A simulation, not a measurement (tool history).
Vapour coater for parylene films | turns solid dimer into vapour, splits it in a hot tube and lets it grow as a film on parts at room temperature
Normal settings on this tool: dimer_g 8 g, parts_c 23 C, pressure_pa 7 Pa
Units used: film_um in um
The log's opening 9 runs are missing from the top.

run,hour,dimer_g,parts_c,pressure_pa,hours of work since the trap's valve was overhauled,hours of work since the table's thermometer was calibrated,film_um
10,587.6,8,17,2.04,124,856,7.57
11,651.8,8,17,2.04,152,884,7.48
12,735.6,8,23,7.21,188,920,5.28
# hour 795.3: trap's valve overhauled
13,804.7,8,23,7,4,948,5.48
14,842.8,8,16,7,20,964,7.27
15,926.9,8,16,7,57,1001,7.18
16,989.7,8,24,7,84,1028,5.13
17,1055.4,8,23,7,112,1056,5.48
18,1094.9,8,23,7,129,1073,5.37
19,1132.7,8,23,7,145,1089,5.41
20,1190.2,8,23,7,170,1114,5.4
21,1272.7,10,23,7,206,1149,6.75
# hour 1291.1: trap's valve overhauled
22,1327.7,10,23,7,16,1171,6.69
23,1390.3,10,23,7,43,1198,6.78
24,1437.4,8,16,7,63,1219,7.27
25,1480.3,5,29,9.96,81,1237,2.61
26,1531.7,6,20,4.5,104,1259,4.72
27,1576.5,8,29,10.2,123,1279,4.09
28,1616.2,8,23,4.1,140,1296,5.56
29,1697.5,8,23,4.1,175,1331,5.53

What will run 30 give?
30,1756.3,9,23,7.3,200,1356,?

{"run 30": {"film_um": 6.01}}
Without the tool's hidden state the same run would have given film_um 6.04 um.

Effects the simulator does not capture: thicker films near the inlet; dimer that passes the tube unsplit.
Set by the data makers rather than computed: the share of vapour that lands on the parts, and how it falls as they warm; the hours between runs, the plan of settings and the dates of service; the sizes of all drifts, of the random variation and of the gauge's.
